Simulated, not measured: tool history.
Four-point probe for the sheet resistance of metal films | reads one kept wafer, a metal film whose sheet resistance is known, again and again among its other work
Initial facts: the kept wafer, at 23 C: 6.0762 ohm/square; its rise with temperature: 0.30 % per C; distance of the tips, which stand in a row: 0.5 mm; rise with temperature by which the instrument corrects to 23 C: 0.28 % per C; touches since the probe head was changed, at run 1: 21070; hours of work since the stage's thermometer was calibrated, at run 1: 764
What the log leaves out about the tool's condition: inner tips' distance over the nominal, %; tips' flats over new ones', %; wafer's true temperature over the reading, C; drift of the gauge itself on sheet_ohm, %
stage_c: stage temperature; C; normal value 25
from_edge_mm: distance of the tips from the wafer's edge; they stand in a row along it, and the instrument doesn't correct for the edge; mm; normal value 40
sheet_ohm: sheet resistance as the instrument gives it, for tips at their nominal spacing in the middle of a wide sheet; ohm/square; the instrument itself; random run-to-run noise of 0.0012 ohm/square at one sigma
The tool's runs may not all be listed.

| run | hour | stage_c | from_edge_mm | touches since the probe head was changed | hours of work since the stage's thermometer was calibrated | sheet_ohm |
|---|---|---|---|---|---|---|
| 1 | 0.0 | 25 | 40 | 21070 | 764 | 6.057440 |
| 2 | 53.0 | 25 | 40 | 21613 | 786 | 6.059627 |
| 3 | 138.0 | 25 | 3 | 22482 | 823 | 6.145675 |
| 4 | 194.1 | 19 | 40 | 23056 | 847 | 6.047794 |
| 5 | 240.5 | 19 | 43 | 23530 | 867 | 6.049965 |
| 6 | 330.6 | 25 | 40 | 24452 | 906 | 6.057236 |
| 7 | 388.6 | 25 | 40 | 25046 | 931 | 6.058842 |
| 8 | 471.6 | 25 | 40 | 25894 | 967 | 6.056181 |
| 9 | 510.2 | 25 | 41 | 26289 | 984 | 6.055313 |
| 10 | 566.1 | 25 | 41 | 26861 | 1008 | 6.054461 |
| 11 | 630.1 | 25 | 41 | 27515 | 1035 | 6.056481 |
| 12 | 701.3 | 25 | 41 | 28243 | 1066 | 6.055748 |
| 13 | 774.3 | 25 | 41 | 28990 | 1097 | 6.054402 |
| 14 | 819.4 | 25 | 41 | 29451 | 1117 | 6.054562 |
| 15 | 881.7 | 26 | 41 | 30089 | 1144 | 6.055355 |
| 16 | 964.4 | 26 | 41 | 30935 | 1179 | 6.055264 |
| 17 | 1051.8 | 35 | 9 | 31828 | 1217 | 6.076171 |
| 18 | 1134.7 | 20 | 3 | 32677 | 1253 | 6.134164 |
| 19 | 1175.0 | 20 | 5 | 33089 | 1270 | 6.078558 |
| 20 | 1261.6 | 23 | 4 | 33974 | 1307 | 6.100015 |
| 21 | 1332.4 | 28 | 35 | 34699 | 1338 | 6.056547 |
| 22 | 1374.1 | 32 | 8 | 35126 | 1356 | 6.075335 |
| 23 | 1433.8 | 29 | 13 | 35736 | 1382 | 6.059687 |

Pick out some run-to-run changes in sheet_ohm. Of each, how much would a tool without hidden state show as well, from the settings, what came in and chance, and how much is left for the hidden state and any gauge scatter not in both results compared?
Run 2 -> 3: from_edge_mm 40 -> 3. sheet_ohm +0.086048 ohm/square: hidden state -0.000678, all else +0.086726.
Run 3 -> 4: stage_c 25 -> 19, from_edge_mm 3 -> 40. sheet_ohm -0.097881 ohm/square: hidden state -0.000007, all else -0.097874.
Run 17 -> 18: stage_c 35 -> 20, from_edge_mm 9 -> 3. sheet_ohm +0.057993 ohm/square: hidden state -0.000799, all else +0.058792.
